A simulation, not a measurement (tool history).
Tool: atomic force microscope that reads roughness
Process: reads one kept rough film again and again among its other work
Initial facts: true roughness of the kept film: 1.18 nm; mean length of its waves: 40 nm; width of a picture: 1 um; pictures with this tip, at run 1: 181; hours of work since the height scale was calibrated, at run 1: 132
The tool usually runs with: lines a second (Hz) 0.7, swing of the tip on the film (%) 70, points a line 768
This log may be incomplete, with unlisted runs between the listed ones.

run   hour  lines a second (Hz)  swing of the tip on the film (%)  points a line  pictures with this tip  hours of work since the height scale was calibrated  roughness of the kept film (nm (root mean square))
  1      0                  0.7                                70            768                     181                                                  132                                               1.066
  2   10.8                  0.7                                79            768                     203                                                  140                                               1.042
  3   21.7                2.257                                70            768                     225                                                  149                                               0.967
  4     31                  0.7                                70            768                     244                                                  156                                               1.068
      39.7  -- new tip fitted
  5   44.3                  0.7                                70            768                      10                                                  165                                               1.103
  6   56.9                  0.7                                70            768                      35                                                  175                                               1.089
  7   70.3                  0.7                                70            909                      63                                                  185                                               1.102
  8   82.4                  0.7                                70            909                      88                                                  194                                               1.095
  9   88.9                  0.7                                80            768                     101                                                  199                                               1.052
 10  100.8                  0.7                                80            768                     125                                                  208                                               1.053
 11  112.9                  0.7                                80            768                     150                                                  218                                               1.049
 12  120.1                  0.7                                70            312                     165                                                  223                                                1.07
 13  132.9                  0.7                                70            343                     191                                                  233                                               1.075
 14  139.2                  0.7                                70            343                     204                                                  238                                               1.064
 15  145.5                  0.7                                70            502                     217                                                  242                                               1.083
 16  158.5                  0.7                                70            502                     243                                                  252                                               1.063
     168.3  -- new tip fitted
 17  170.3                  0.7                                70            768                       4                                                  261                                               1.105
 18  179.9                  0.7                                70            768                      23                                                  268                                               1.099
 19  189.6                2.104                                68            741                      43                                                  276                                               1.021
 20  199.7                  0.7                                70            769                      64                                                  283                                                 1.1
 21  211.2                1.256                                75            609                      87                                                  292                                               1.026
 22  221.3                1.256                                75            609                     108                                                  300                                               1.014
 23  228.3                1.256                                75            609                     122                                                  305                                               1.031
 24    237                0.879                                66            309                     140                                                  312                                               1.079
 25  245.3                 3.88                                78            377                     157                                                  318                                               0.807
 26    251                0.715                                70            490                     169                                                  322                                               1.072
 27  262.9                2.938                                80            846                     193                                                  331                                               0.847
 28  272.7                2.251                                56            346                     213                                                  339                                               1.048
 29  284.1                0.857                                80            391                     237                                                  347                                               1.012
     296.3  -- new tip fitted
 30  296.3                1.014                                60            416                       0                                                  356                                               1.117
 31  307.7                1.014                                60            416                      23                                                  365                                               1.098
 32    316                3.385                                71            381                      40                                                  371                                               0.933
 33    327                  0.7                                62            768                      63                                                  380                                               1.115
 34  335.8                  0.7                                62            768                      81                                                  386                                               1.108
 35  345.8                0.879                                71            716                     101                                                  394                                                1.07
 36  358.6                0.879                                71            329                     127                                                  404                                               1.052

Forecast each of these 3 alternatives for the next run:
  A   372                0.908                                57            543                     155                                                  414                                                   ?
  B   372                0.879                                71            686                     155                                                  414                                                   ?
  C   372                0.879                                71            534                     155                                                  414                                                   ?

run  roughness of the kept film (nm (root mean square))
  A                                               1.114
  B                                                1.07
  C                                                1.06
Without the tool's unlogged condition, the same runs would have read:
run  roughness of the kept film (nm (root mean square))
  A                                               1.136
  B                                               1.091
  C                                               1.081
